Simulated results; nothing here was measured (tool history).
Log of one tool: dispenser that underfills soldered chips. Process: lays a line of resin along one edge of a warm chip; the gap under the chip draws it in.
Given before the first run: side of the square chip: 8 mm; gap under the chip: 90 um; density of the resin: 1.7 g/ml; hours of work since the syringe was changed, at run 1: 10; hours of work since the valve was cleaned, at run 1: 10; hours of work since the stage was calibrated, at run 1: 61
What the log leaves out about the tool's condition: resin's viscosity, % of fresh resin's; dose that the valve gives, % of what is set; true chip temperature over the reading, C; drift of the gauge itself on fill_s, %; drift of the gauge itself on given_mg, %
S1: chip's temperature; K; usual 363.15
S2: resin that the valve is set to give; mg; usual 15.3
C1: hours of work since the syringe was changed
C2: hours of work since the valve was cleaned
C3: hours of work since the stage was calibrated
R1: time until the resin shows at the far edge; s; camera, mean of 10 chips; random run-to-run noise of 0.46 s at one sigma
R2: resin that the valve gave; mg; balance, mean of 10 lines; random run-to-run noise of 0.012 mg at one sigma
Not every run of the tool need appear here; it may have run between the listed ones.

Run 1, hour 0: usual settings; C1 10; C2 10; C3 61. Result: R1 58.9 s, R2 15.24 mg.
Run 2, hour 2.5: usual settings; C1 12; C2 12; C3 62. Result: R1 62.7 s, R2 15.2 mg.
At hour 3.1: new syringe of resin.
Run 3, hour 7.1: usual settings; C1 3; C2 14; C3 65. Result: R1 39.6 s, R2 15.2 mg.
Run 4, hour 10.8: usual settings; C1 5; C2 17; C3 67. Result: R1 44.4 s, R2 15.2 mg.
Run 5, hour 14.1: usual settings but S2 16.3 mg; C1 7; C2 19; C3 70. Result: R1 50.7 s, R2 16.17 mg.
Run 6, hour 18.8: usual settings; C1 10; C2 22; C3 73. Result: R1 56.9 s, R2 15.15 mg.
At hour 21.7: new syringe of resin.
Run 7, hour 23.4: usual settings; C1 1; C2 25; C3 75. Result: R1 37.3 s, R2 15.15 mg.
Run 8, hour 25.7: usual settings; C1 3; C2 26; C3 77. Result: R1 39.3 s, R2 15.13 mg.
Run 9, hour 29.1: usual settings but S1 369.15 K; C1 5; C2 29; C3 79. Result: R1 34.5 s, R2 15.11 mg.
Run 10, hour 32.8: usual settings but S1 369.15 K; C1 7; C2 31; C3 82. Result: R1 39.2 s, R2 15.1 mg.
Run 11, hour 34.8: usual settings; C1 8; C2 32; C3 83. Result: R1 53.8 s, R2 15.09 mg.
Run 12, hour 39.2: usual settings; C1 11; C2 35; C3 86. Result: R1 61.1 s, R2 15.07 mg.
At hour 40.1: new syringe of resin.
Run 13, hour 42.6: usual settings but S1 368.15 K; C1 2; C2 37; C3 88. Result: R1 30.2 s, R2 15.08 mg.
Run 14, hour 47: usual settings but S1 368.15 K; C1 4; C2 40; C3 91. Result: R1 33.8 s, R2 15.04 mg.
At hour 50.4: dispensing valve cleaned and set on the balance.
Run 15, hour 52.4: usual settings but S1 368.15 K; C1 7; C2 1; C3 93. Result: R1 39.9 s, R2 15.29 mg.
Run 16, hour 55.5: usual settings but S1 368.15 K, S2 18.6 mg; C1 9; C2 3; C3 95. Result: R1 42.9 s, R2 18.56 mg.
At hour 59.4: new syringe of resin.
Run 17, hour 59.4: usual settings; C1 0; C2 6; C3 98. Result: R1 34.6 s, R2 15.25 mg.
Run 18, hour 63.1: usual settings; C1 2; C2 8; C3 100. Result: R1 40 s, R2 15.26 mg.
Run 19, hour 65.6: usual settings but S1 352.15 K, S2 13.8 mg; C1 4; C2 10; C3 102. Result: R1 72 s, R2 13.74 mg.

For run 20, what comes out?
Run 20, hour 68.4: usual settings but S2 19.2 mg; C1 6; C2 11; C3 104. Result: R1 ?, R2 ?.

R1: 45.4 s
R2: 19.11 mg
With the hidden condition absent and the run-to-run variation left alone, this run would have shown R1 34.6 s, R2 19.2 mg.
